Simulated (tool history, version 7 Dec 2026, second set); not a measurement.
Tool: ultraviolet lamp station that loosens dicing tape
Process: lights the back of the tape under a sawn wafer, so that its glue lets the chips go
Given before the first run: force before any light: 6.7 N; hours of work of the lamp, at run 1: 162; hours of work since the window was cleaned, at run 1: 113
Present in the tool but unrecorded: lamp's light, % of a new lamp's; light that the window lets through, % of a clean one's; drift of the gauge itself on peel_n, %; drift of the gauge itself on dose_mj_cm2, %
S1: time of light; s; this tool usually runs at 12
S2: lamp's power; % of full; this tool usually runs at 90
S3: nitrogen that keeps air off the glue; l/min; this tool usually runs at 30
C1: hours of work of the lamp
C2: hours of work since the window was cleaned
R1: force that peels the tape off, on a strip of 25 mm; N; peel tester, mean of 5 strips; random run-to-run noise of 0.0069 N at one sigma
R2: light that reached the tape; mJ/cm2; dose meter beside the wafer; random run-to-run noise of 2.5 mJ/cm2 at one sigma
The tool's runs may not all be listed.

run 1 hour=0.0 | S1=12 S2=90 S3=30 | C1=162 C2=113 | R1=0.264 R2=292
run 2 hour=11.1 | S1=12 S2=90 S3=30 | C1=169 C2=120 | R1=0.270 R2=287
run 3 hour=25.3 | S1=12 S2=81 S3=30 | C1=178 C2=129 | R1=0.335 R2=257
run 4 hour=33.1 | S1=12 S2=90 S3=30 | C1=183 C2=134 | R1=0.274 R2=290
run 5 hour=46.3 | S1=22 S2=90 S3=30 | C1=192 C2=142 | R1=0.147 R2=524
run 6 hour=54.6 | S1=22 S2=90 S3=30 | C1=197 C2=147 | R1=0.157 R2=523
run 7 hour=62.3 | S1=22 S2=90 S3=30 | C1=202 C2=152 | R1=0.151 R2=521
run 8 hour=69.3 | S1=12 S2=65 S3=30 | C1=206 C2=156 | R1=0.532 R2=206
run 9 hour=80.0 | S1=12 S2=65 S3=30 | C1=213 C2=163 | R1=0.544 R2=205
run 10 hour=90.1 | S1=12 S2=65 S3=30 | C1=219 C2=170 | R1=0.545 R2=205
run 11 hour=102.4 | S1=12 S2=65 S3=24 | C1=227 C2=177 | R1=0.647 R2=204
run 12 hour=114.9 | S1=13 S2=90 S3=30 | C1=235 C2=185 | R1=0.254 R2=306
run 13 hour=131.1 | S1=13 S2=90 S3=30 | C1=245 C2=195 | R1=0.261 R2=304
run 14 hour=142.0 | S1=13 S2=90 S3=30 | C1=252 C2=202 | R1=0.252 R2=305
run 15 hour=153.4 | S1=12 S2=90 S3=30 | C1=259 C2=209 | R1=0.283 R2=278
run 16 hour=164.4 | S1=12 S2=90 S3=30 | C1=266 C2=216 | R1=0.291 R2=278
run 17 hour=177.9 | S1=12 S2=90 S3=39 | C1=274 C2=225 | R1=0.253 R2=280
run 18 hour=187.8 | S1=12 S2=80 S3=30 | C1=281 C2=231 | R1=0.366 R2=245
run 19 hour=198.7 | S1=12 S2=80 S3=30 | C1=288 C2=238 | R1=0.369 R2=247
run 20 hour=211.3 | S1=12 S2=90 S3=42 | C1=296 C2=246 | R1=0.243 R2=274
run 21 hour=221.6 | S1=12 S2=90 S3=42 | C1=302 C2=252 | R1=0.247 R2=278
run 22 hour=231.0 | S1=12 S2=90 S3=42 | C1=308 C2=258 | R1=0.255 R2=276
run 23 hour=240.5 | S1=12 S2=90 S3=42 | C1=314 C2=264 | R1=0.256 R2=273
run 24 hour=254.0 | S1=12 S2=90 S3=42 | C1=322 C2=273 | R1=0.265 R2=271
-- hour=255.4 window cleaned of glue's vapour
run 25 hour=268.1 | S1=19 S2=90 S3=30 | C1=331 C2=8 | R1=0.168 R2=426
run 26 hour=283.5 | S1=19 S2=90 S3=30 | C1=341 C2=18 | R1=0.173 R2=426
run 27 hour=297.6 | S1=10 S2=90 S3=18 | C1=350 C2=27 | R1=0.648 R2=223
run 28 hour=312.2 | S1=10 S2=90 S3=18 | C1=359 C2=36 | R1=0.634 R2=224
run 29 hour=327.2 | S1=12 S2=67 S3=10 | C1=368 C2=45 | R1=1.184 R2=201
run 30 hour=337.5 | S1=12 S2=67 S3=10 | C1=375 C2=52 | R1=1.165 R2=195
-- hour=338.9 window cleaned of glue's vapour, once more
run 31 hour=352.3 | S1=7 S2=89 S3=15 | C1=384 C2=8 | R1=1.320 R2=160
run 32 hour=359.1 | S1=14 S2=90 S3=40 | C1=388 C2=13 | R1=0.203 R2=320
run 33 hour=366.5 | S1=13 S2=78 S3=10 | C1=393 C2=17 | R1=0.735 R2=264
run 34 hour=379.5 | S1=13 S2=78 S3=10 | C1=401 C2=26 | R1=0.699 R2=258
run 35 hour=389.4 | S1=12 S2=82 S3=22 | C1=407 C2=32 | R1=0.416 R2=251
run 36 hour=399.7 | S1=12 S2=82 S3=43 | C1=414 C2=38 | R1=0.286 R2=248
run 37 hour=415.7 | S1=14 S2=83 S3=15 | C1=424 C2=48 | R1=0.395 R2=293
run 38 hour=428.6 | S1=14 S2=83 S3=15 | C1=432 C2=57 | R1=0.420 R2=294
run 39 hour=444.1 | S1=12 S2=83 S3=15 | C1=442 C2=66 | R1=0.600 R2=251
run 40 hour=460.6 | S1=12 S2=83 S3=15 | C1=452 C2=77 | R1=0.591 R2=249
run 41 hour=468.1 | S1=15 S2=90 S3=30 | C1=457 C2=81 | R1=0.206 R2=338
run 42 hour=476.5 | S1=6 S2=90 S3=33 | C1=462 C2=87 | R1=1.107 R2=134
run 43 hour=489.4 | S1=12 S2=90 S3=39 | C1=470 C2=95 | R1=0.272 R2=269

Each row is a separate what-if for the run after 43, all from the same tool condition, not one after another. Results?
run A hour=499.1 | S1=7 S2=82 S3=51 | C1=476 C2=101 | R1=? R2=?
run B hour=499.1 | S1=20 S2=97 S3=14 | C1=476 C2=101 | R1=? R2=?
run C hour=499.1 | S1=10 S2=72 S3=23 | C1=476 C2=101 | R1=? R2=?

run=A R1=0.811 R2=141
run=B R1=0.192 R2=485
run=C R1=0.874 R2=176
What these runs would have given with no unlogged condition in the tool:
run=A R1=0.605 R2=164
run=B R1=0.169 R2=562
run=C R1=0.654 R2=205
